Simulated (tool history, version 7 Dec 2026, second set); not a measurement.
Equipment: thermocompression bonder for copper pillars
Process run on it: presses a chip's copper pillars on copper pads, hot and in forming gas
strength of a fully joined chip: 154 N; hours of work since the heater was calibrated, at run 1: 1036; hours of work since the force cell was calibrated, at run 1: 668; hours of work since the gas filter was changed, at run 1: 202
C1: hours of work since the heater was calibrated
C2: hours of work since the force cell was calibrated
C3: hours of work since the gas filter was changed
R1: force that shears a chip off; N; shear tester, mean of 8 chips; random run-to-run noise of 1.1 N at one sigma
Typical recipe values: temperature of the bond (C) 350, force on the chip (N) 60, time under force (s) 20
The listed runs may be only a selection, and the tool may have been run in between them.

run 1 hour=0.0 | temperature_of_the_bond_(C)=350 force_on_the_chip_(N)=60 time_under_force_(s)=20 | C1=1036 C2=668 C3=202 | R1=94.8
run 2 hour=11.9 | temperature_of_the_bond_(C)=350 force_on_the_chip_(N)=60 time_under_force_(s)=20 | C1=1043 C2=675 C3=210 | R1=93.4
run 3 hour=22.7 | temperature_of_the_bond_(C)=350 force_on_the_chip_(N)=60 time_under_force_(s)=20 | C1=1050 C2=683 C3=217 | R1=93.9
run 4 hour=41.6 | temperature_of_the_bond_(C)=350 force_on_the_chip_(N)=60 time_under_force_(s)=20 | C1=1063 C2=695 C3=229 | R1=94.3
run 5 hour=64.4 | temperature_of_the_bond_(C)=350 force_on_the_chip_(N)=60 time_under_force_(s)=20 | C1=1078 C2=710 C3=244 | R1=93.6
run 6 hour=86.0 | temperature_of_the_bond_(C)=350 force_on_the_chip_(N)=60 time_under_force_(s)=20 | C1=1092 C2=724 C3=258 | R1=94.2
run 7 hour=99.4 | temperature_of_the_bond_(C)=350 force_on_the_chip_(N)=60 time_under_force_(s)=20 | C1=1100 C2=733 C3=267 | R1=93.3
run 8 hour=124.9 | temperature_of_the_bond_(C)=350 force_on_the_chip_(N)=60 time_under_force_(s)=20 | C1=1117 C2=749 C3=284 | R1=94.6
run 9 hour=140.9 | temperature_of_the_bond_(C)=350 force_on_the_chip_(N)=60 time_under_force_(s)=42 | C1=1128 C2=760 C3=294 | R1=112.6
-- hour=161.2 forming gas filter changed
run 10 hour=167.0 | temperature_of_the_bond_(C)=350 force_on_the_chip_(N)=60 time_under_force_(s)=42 | C1=1144 C2=776 C3=4 | R1=116.9
run 11 hour=187.2 | temperature_of_the_bond_(C)=350 force_on_the_chip_(N)=60 time_under_force_(s)=42 | C1=1157 C2=790 C3=17 | R1=115.5
run 12 hour=210.3 | temperature_of_the_bond_(C)=350 force_on_the_chip_(N)=60 time_under_force_(s)=42 | C1=1173 C2=805 C3=32 | R1=116.1
run 13 hour=231.6 | temperature_of_the_bond_(C)=350 force_on_the_chip_(N)=60 time_under_force_(s)=42 | C1=1186 C2=819 C3=46 | R1=113.4
run 14 hour=257.3 | temperature_of_the_bond_(C)=350 force_on_the_chip_(N)=60 time_under_force_(s)=42 | C1=1203 C2=835 C3=63 | R1=116.0
run 15 hour=278.7 | temperature_of_the_bond_(C)=350 force_on_the_chip_(N)=60 time_under_force_(s)=42 | C1=1217 C2=849 C3=77 | R1=116.8
run 16 hour=292.9 | temperature_of_the_bond_(C)=350 force_on_the_chip_(N)=60 time_under_force_(s)=20 | C1=1226 C2=858 C3=86 | R1=92.6
run 17 hour=312.7 | temperature_of_the_bond_(C)=350 force_on_the_chip_(N)=60 time_under_force_(s)=20 | C1=1239 C2=871 C3=99 | R1=94.6
run 18 hour=338.4 | temperature_of_the_bond_(C)=350 force_on_the_chip_(N)=60 time_under_force_(s)=24 | C1=1256 C2=888 C3=116 | R1=98.5
run 19 hour=350.0 | temperature_of_the_bond_(C)=350 force_on_the_chip_(N)=60 time_under_force_(s)=24 | C1=1264 C2=896 C3=123 | R1=96.8
run 20 hour=363.0 | temperature_of_the_bond_(C)=350 force_on_the_chip_(N)=60 time_under_force_(s)=24 | C1=1272 C2=904 C3=132 | R1=97.5
run 21 hour=374.7 | temperature_of_the_bond_(C)=350 force_on_the_chip_(N)=60 time_under_force_(s)=24 | C1=1280 C2=912 C3=139 | R1=99.4
run 22 hour=394.4 | temperature_of_the_bond_(C)=350 force_on_the_chip_(N)=60 time_under_force_(s)=24 | C1=1293 C2=925 C3=152 | R1=99.8
run 23 hour=406.0 | temperature_of_the_bond_(C)=344 force_on_the_chip_(N)=60 time_under_force_(s)=17 | C1=1300 C2=932 C3=160 | R1=84.7
run 24 hour=430.9 | temperature_of_the_bond_(C)=367 force_on_the_chip_(N)=54 time_under_force_(s)=17 | C1=1316 C2=949 C3=176 | R1=98.9
run 25 hour=450.5 | temperature_of_the_bond_(C)=339 force_on_the_chip_(N)=71 time_under_force_(s)=50 | C1=1329 C2=961 C3=189 | R1=114.9
run 26 hour=463.6 | temperature_of_the_bond_(C)=339 force_on_the_chip_(N)=71 time_under_force_(s)=50 | C1=1338 C2=970 C3=197 | R1=112.9
-- hour=484.8 heater calibrated with a thermocouple chip
run 27 hour=490.1 | temperature_of_the_bond_(C)=357 force_on_the_chip_(N)=60 time_under_force_(s)=20 | C1=3 C2=986 C3=213 | R1=106.7
run 28 hour=516.0 | temperature_of_the_bond_(C)=357 force_on_the_chip_(N)=60 time_under_force_(s)=20 | C1=20 C2=1003 C3=230 | R1=108.3
run 29 hour=528.8 | temperature_of_the_bond_(C)=326 force_on_the_chip_(N)=71 time_under_force_(s)=20 | C1=29 C2=1011 C3=239 | R1=88.7
run 30 hour=545.4 | temperature_of_the_bond_(C)=334 force_on_the_chip_(N)=60 time_under_force_(s)=12 | C1=40 C2=1022 C3=249 | R1=76.5
run 31 hour=569.7 | temperature_of_the_bond_(C)=334 force_on_the_chip_(N)=60 time_under_force_(s)=12 | C1=55 C2=1038 C3=265 | R1=76.4
run 32 hour=596.1 | temperature_of_the_bond_(C)=326 force_on_the_chip_(N)=68 time_under_force_(s)=48 | C1=73 C2=1055 C3=282 | R1=110.3
run 33 hour=620.6 | temperature_of_the_bond_(C)=350 force_on_the_chip_(N)=41 time_under_force_(s)=20 | C1=89 C2=1071 C3=298 | R1=88.8
-- hour=633.6 forming gas filter changed
run 34 hour=636.8 | temperature_of_the_bond_(C)=350 force_on_the_chip_(N)=41 time_under_force_(s)=20 | C1=99 C2=1081 C3=2 | R1=93.1
run 35 hour=650.3 | temperature_of_the_bond_(C)=328 force_on_the_chip_(N)=77 time_under_force_(s)=15 | C1=108 C2=1090 C3=11 | R1=86.6
run 36 hour=672.9 | temperature_of_the_bond_(C)=350 force_on_the_chip_(N)=67 time_under_force_(s)=11 | C1=122 C2=1105 C3=26 | R1=93.5
run 37 hour=686.4 | temperature_of_the_bond_(C)=350 force_on_the_chip_(N)=52 time_under_force_(s)=11 | C1=131 C2=1114 C3=34 | R1=82.5
run 38 hour=708.5 | temperature_of_the_bond_(C)=338 force_on_the_chip_(N)=80 time_under_force_(s)=40 | C1=146 C2=1128 C3=49 | R1=122.9
run 39 hour=723.3 | temperature_of_the_bond_(C)=361 force_on_the_chip_(N)=60 time_under_force_(s)=37 | C1=155 C2=1138 C3=59 | R1=129.2
run 40 hour=747.5 | temperature_of_the_bond_(C)=347 force_on_the_chip_(N)=60 time_under_force_(s)=12 | C1=171 C2=1153 C3=74 | R1=86.0

Some steps in R1 between neighbouring runs. How much of each would the tool show without its hidden state too (settings, what came in, random variation), and how much is left for the hidden state, with any gauge scatter that isn't in both results?
Hidden state at play: true temperature of the bond over the reading, C; force that reaches the chip, % of what is set; oxide that the forming gas leaves, % of the face; drift of the gauge itself on shear_n, %.
Run 9 -> 10: forming gas filter changed. R1 +4.3 N: hidden state +3.3, all else +1.0.
Run 26 -> 27: temperature of the bond (C) 339 -> 357, force on the chip (N) 71 -> 60, time under force (s) 50 -> 20, heater calibrated with a thermocouple chip. R1 -6.2 N: hidden state +10.6, all else -16.8.
Run 31 -> 32: temperature of the bond (C) 334 -> 326, force on the chip (N) 60 -> 68, time under force (s) 12 -> 48. R1 +33.9 N: hidden state -1.2, all else +35.1.
Run 33 -> 34: forming gas filter changed. R1 +4.3 N: hidden state +2.7, all else +1.6.
Run 37 -> 38: temperature of the bond (C) 350 -> 338, force on the chip (N) 52 -> 80, time under force (s) 11 -> 40. R1 +40.4 N: hidden state -0.7, all else +41.1.
Run 39 -> 40: temperature of the bond (C) 361 -> 347, time under force (s) 37 -> 12. R1 -43.2 N: hidden state +0.4, all else -43.6.

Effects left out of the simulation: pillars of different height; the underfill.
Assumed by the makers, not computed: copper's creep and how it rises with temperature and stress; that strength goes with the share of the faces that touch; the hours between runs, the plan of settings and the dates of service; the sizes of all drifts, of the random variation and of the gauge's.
